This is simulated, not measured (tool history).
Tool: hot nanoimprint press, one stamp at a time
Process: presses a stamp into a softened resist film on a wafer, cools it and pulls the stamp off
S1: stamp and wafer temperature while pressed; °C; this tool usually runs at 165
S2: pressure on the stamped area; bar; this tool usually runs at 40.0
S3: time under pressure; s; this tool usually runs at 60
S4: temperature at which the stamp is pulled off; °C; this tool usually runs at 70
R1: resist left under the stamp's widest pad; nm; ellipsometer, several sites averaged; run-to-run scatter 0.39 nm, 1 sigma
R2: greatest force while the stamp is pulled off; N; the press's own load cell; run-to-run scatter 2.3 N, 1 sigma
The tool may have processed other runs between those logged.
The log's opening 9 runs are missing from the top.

run,day,S1,S2,S3,S4,R1,R2
10,2.583,165,40.0,104,70,252.3,225
11,2.817,165,40.0,104,70,252.0,224
12,3.200,165,40.0,94,70,262.1,222
13,3.558,165,26.6,60,70,378.1,227
14,3.767,165,40.0,60,70,304.5,226
15,4.142,165,40.0,60,70,304.0,225
16,4.388,163,59.8,72,74,253.4,209
17,4.575,163,59.8,72,74,253.1,210
18,4.942,163,59.8,72,74,253.1,209
19,5.279,163,59.8,72,74,252.5,210
20,5.467,155,54.5,79,64,399.4,247

What does the tool deliver on the next run?
21,5.804,155,54.5,79,64,?,?

Run 21 measured R1 398.9 nm, R2 251 N.
With the hidden condition absent and the run-to-run variation left alone, this run would have shown R1 403.0 nm, R2 250 N.
